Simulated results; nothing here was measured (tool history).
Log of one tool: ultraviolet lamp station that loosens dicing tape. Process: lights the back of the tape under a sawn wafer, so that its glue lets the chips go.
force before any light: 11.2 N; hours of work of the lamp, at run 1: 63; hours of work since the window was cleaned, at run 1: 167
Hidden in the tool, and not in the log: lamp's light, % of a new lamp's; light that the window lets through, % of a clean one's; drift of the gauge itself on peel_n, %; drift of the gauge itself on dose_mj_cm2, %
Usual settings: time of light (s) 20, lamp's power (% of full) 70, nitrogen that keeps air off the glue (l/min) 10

run	day	time of light (s)	lamp's power (% of full)	nitrogen that keeps air off the glue (l/min)	hours of work of the lamp	hours of work since the window was cleaned	force that peels the tape off (N)	light that reached the tape (mJ/cm2)
1	0	20	70	10	63	167	1.185	189
2	1.058	20	70	12	77	181	1.073	183
3	1.875	20	70	9	87	192	1.36	187
4	2.621	20	70	9	97	201	1.438	181
5	3.133	20	70	9	104	208	1.398	183
6	4.017	20	70	9	116	220	1.391	183
7	5.025	20	70	9	129	233	1.49	182
8	5.717	27	70	9	138	242	0.758	236
9	6.792	27	70	9	152	256	0.8	231
10	7.246	20	70	4	158	262	2.673	176
11	7.95	20	70	4	167	271	2.732	177
12	8.688	20	70	4	177	281	2.668	172
13	9.671	20	70	10	190	294	1.398	174
# day 10.2: window cleaned of glue's vapour
14	10.65	21	61	8	202	6	2.298	148
15	11.642	23	70	6	215	19	1.886	180
16	12.242	36	94	8	223	27	0.273	378
17	13.346	36	94	8	238	41	0.286	368
18	14.046	37	94	5	247	51	0.438	378
19	15.012	37	99	5	260	63	0.403	397
# day 15.475: window cleaned of glue's vapour, once more
20	16.004	10	85	5	273	7	3.818	116
21	16.912	20	61	11	285	19	1.355	169
22	17.879	20	61	11	297	32	1.392	166

Run 23 comes next. What will it give?
23	18.617	20	78	11	307	41	?	?

{"run 23": {"force that peels the tape off (N)": 0.855, "light that reached the tape (mJ/cm2)": 212}}
Without the tool's hidden state the same run would have given force that peels the tape off (N) 0.693, light that reached the tape (mJ/cm2) 231.
